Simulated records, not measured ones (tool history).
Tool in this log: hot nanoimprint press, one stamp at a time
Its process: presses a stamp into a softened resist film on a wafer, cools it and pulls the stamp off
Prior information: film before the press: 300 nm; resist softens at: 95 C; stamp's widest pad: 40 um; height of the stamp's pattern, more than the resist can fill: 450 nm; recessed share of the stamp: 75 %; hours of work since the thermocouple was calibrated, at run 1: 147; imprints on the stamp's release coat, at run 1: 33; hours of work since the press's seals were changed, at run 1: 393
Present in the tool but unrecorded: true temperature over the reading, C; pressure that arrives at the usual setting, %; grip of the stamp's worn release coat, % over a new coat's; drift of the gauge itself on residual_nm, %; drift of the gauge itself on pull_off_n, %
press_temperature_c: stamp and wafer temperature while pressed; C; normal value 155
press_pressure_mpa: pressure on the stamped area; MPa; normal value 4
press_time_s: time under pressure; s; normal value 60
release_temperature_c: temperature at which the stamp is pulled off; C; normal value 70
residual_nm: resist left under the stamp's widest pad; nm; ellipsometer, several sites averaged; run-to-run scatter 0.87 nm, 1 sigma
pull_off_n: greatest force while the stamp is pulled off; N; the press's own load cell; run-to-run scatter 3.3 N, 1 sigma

run,hour,press_temperature_c,press_pressure_mpa,press_time_s,release_temperature_c,hours of work since the thermocouple was calibrated,imprints on the stamp's release coat,hours of work since the press's seals were changed,residual_nm,pull_off_n
1,0,155,4,60,70,147,33,393,122.9,167
2,12,155,4,60,70,156,72,402,122.7,174
3,22.5,155,4,60,70,163,106,409,122.4,182
4,31.8,159,4,60,70,170,136,416,106,176
5,40.5,159,4,60,70,176,164,422,105.6,176
6,52.5,159,4,60,70,184,203,430,106.4,172
7,70.4,159,4,60,70,197,261,443,107.9,177
8,84.4,155,4,60,66,207,307,453,123.8,191
9,96.3,155,4,60,70,215,345,461,124.5,175
10,107,155,4,60,70,223,380,469,123,182
11,117.2,155,4,60,55,230,414,476,123.9,228
12,128.7,155,4,60,55,238,451,484,123.6,231
13,142.9,155,4,60,55,248,497,494,123.6,230
14,151.8,155,4,60,55,255,526,501,125.5,227
# hour 156: plate thermocouple calibrated
15,168.4,155,4,60,55,9,570,510,127,229
16,181.3,155,4.43,116,55,18,612,519,94.1,238
# hour 188.5: plate thermocouple calibrated, once more
17,198.2,150,3.02,91,64,7,657,529,141.6,202
18,216.8,150,2.92,50,70,20,717,542,175.7,186
19,233.6,155,5.88,69,57,32,772,554,96,231
20,250.9,145,4,60,70,44,828,566,174.3,186
21,268.9,165,5.57,71,65,57,886,579,68,207
# hour 279.1: stamp cleaned and given a new release coat
22,287.7,147,5.79,50,68,66,28,588,149.1,176
23,304.5,155,2.76,85,63,78,82,600,128.5,194
24,322.7,155,3.28,62,65,91,141,613,134.2,187
25,338.8,155,2.62,75,70,102,194,624,138.9,178
# hour 347.9: press's hydraulic seals changed and the load cell set to zero
26,365.2,151,4.3,60,70,115,253,12,137,178
27,374.5,155,4,60,57,122,283,19,122.5,216
28,382.9,145,4,60,56,128,311,25,174.5,217
29,402,145,4,60,56,141,373,38,176.9,219
30,410.9,145,4,60,56,147,402,45,176.5,228

Predict each of these 3 candidate next runs independently; none follows another, all start after run 30:
A,427.1,155,5.18,60,58,159,454,56,?,?
B,427.1,155,4,77,60,159,454,56,?,?
C,427.1,155,2.44,60,69,159,454,56,?,?

run,residual_nm,pull_off_n
A,109.3,216
B,111.5,215
C,152.5,188
Stripped of hidden state, with their random variation kept, the same runs would have yielded:
run,residual_nm,pull_off_n
A,105,201
B,107.2,200
C,147.4,175

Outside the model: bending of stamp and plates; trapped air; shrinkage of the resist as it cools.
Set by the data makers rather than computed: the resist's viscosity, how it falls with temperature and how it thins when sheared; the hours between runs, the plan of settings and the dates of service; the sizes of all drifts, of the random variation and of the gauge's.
